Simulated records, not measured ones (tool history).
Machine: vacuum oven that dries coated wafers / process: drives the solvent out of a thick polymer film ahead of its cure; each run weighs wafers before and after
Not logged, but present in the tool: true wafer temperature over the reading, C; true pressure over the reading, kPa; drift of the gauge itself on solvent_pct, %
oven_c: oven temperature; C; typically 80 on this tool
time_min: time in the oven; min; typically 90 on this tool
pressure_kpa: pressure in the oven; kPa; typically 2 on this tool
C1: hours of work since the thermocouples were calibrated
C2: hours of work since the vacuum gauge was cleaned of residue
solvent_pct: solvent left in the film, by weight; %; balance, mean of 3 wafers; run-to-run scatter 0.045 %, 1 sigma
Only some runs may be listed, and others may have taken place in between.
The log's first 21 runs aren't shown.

Run 22, hour 1219.1: usual settings but oven_c 78 C, time_min 59 min, pressure_kpa 1.6 kPa; C1 107; C2 1776. Result: solvent_pct 5.26 %.
Run 23, hour 1275.6: usual settings but oven_c 78 C, time_min 64 min, pressure_kpa 1.9 kPa; C1 150; C2 1819. Result: solvent_pct 5.05 %.
Run 24, hour 1354.2: usual settings but oven_c 81 C, time_min 70 min, pressure_kpa 1.12 kPa; C1 210; C2 1879. Result: solvent_pct 2.84 %.
Run 25, hour 1400.5: usual settings but oven_c 73 C, time_min 46 min, pressure_kpa 4.08 kPa; C1 245; C2 1914. Result: solvent_pct 11.52 %.
Run 26, hour 1447.2: usual settings but oven_c 73 C, time_min 46 min, pressure_kpa 4.08 kPa; C1 281; C2 1950. Result: solvent_pct 11.44 %.
Run 27, hour 1507.6: usual settings but oven_c 65 C, time_min 91 min, pressure_kpa 1.71 kPa; C1 327; C2 1996. Result: solvent_pct 9.2 %.
Run 28, hour 1584.6: usual settings but oven_c 65 C, time_min 91 min, pressure_kpa 1.71 kPa; C1 387; C2 2056. Result: solvent_pct 9.27 %.
Run 29, hour 1641: usual settings but oven_c 65 C, time_min 91 min, pressure_kpa 1.71 kPa; C1 430; C2 2099. Result: solvent_pct 9.16 %.
Run 30, hour 1709.2: usual settings but oven_c 72 C, time_min 101 min, pressure_kpa 1.71 kPa; C1 482; C2 2151. Result: solvent_pct 5.27 %.
Run 31, hour 1768.8: usual settings but oven_c 65 C, pressure_kpa 4 kPa; C1 528; C2 2197. Result: solvent_pct 12.59 %.
Run 32, hour 1835.2: usual settings but oven_c 75 C; C1 579; C2 2248. Result: solvent_pct 4.9 %.
Run 33, hour 1910.9: usual settings but oven_c 93 C, time_min 61 min; C1 636; C2 2306. Result: solvent_pct 1.51 %.
At hour 1918.8: oven's thermocouples calibrated.
Run 34, hour 1971.8: usual settings but oven_c 71 C, time_min 82 min, pressure_kpa 3.25 kPa; C1 41; C2 2351. Result: solvent_pct 8.71 %.
Run 35, hour 2027.6: usual settings but oven_c 71 C, time_min 82 min, pressure_kpa 3.25 kPa; C1 83; C2 2393. Result: solvent_pct 8.8 %.
Run 36, hour 2078: usual settings but time_min 51 min, pressure_kpa 3.55 kPa; C1 122; C2 2432. Result: solvent_pct 6.92 %.
Run 37, hour 2114.6: usual settings but pressure_kpa 1.65 kPa; C1 150; C2 2460. Result: solvent_pct 2.79 %.
Run 38, hour 2182.3: usual settings but oven_c 84 C, pressure_kpa 1.78 kPa; C1 202; C2 2512. Result: solvent_pct 2.12 %.
Run 39, hour 2247.7: usual settings but oven_c 82 C, time_min 66 min, pressure_kpa 1.53 kPa; C1 252; C2 2562. Result: solvent_pct 3.13 %.
Run 40, hour 2329.2: usual settings but pressure_kpa 1.06 kPa; C1 314; C2 2624. Result: solvent_pct 2.21 %.
Run 41, hour 2367.9: usual settings but oven_c 83 C, pressure_kpa 1.8 kPa; C1 344; C2 2654. Result: solvent_pct 2.29 %.

Here are 4 independent what-if runs from the current tool condition. What would each one return?
Run A, hour 2443.9: usual settings but oven_c 68 C; C1 402; C2 2712. Result: solvent_pct ?.
Run B, hour 2443.9: usual settings but oven_c 66 C, time_min 46 min, pressure_kpa 1.8 kPa; C1 402; C2 2712. Result: solvent_pct ?.
Run C, hour 2443.9: usual settings but time_min 64 min, pressure_kpa 1.09 kPa; C1 402; C2 2712. Result: solvent_pct ?.
Run D, hour 2443.9: usual settings but pressure_kpa 3.77 kPa; C1 402; C2 2712. Result: solvent_pct ?.

run  solvent_pct
  A          8.2
  B         12.6
  C         3.54
  D         5.09
Stripped of hidden state, with their random variation kept, the same runs would have yielded:
run  solvent_pct
  A         8.15
  B        12.56
  C          3.5
  D         5.05
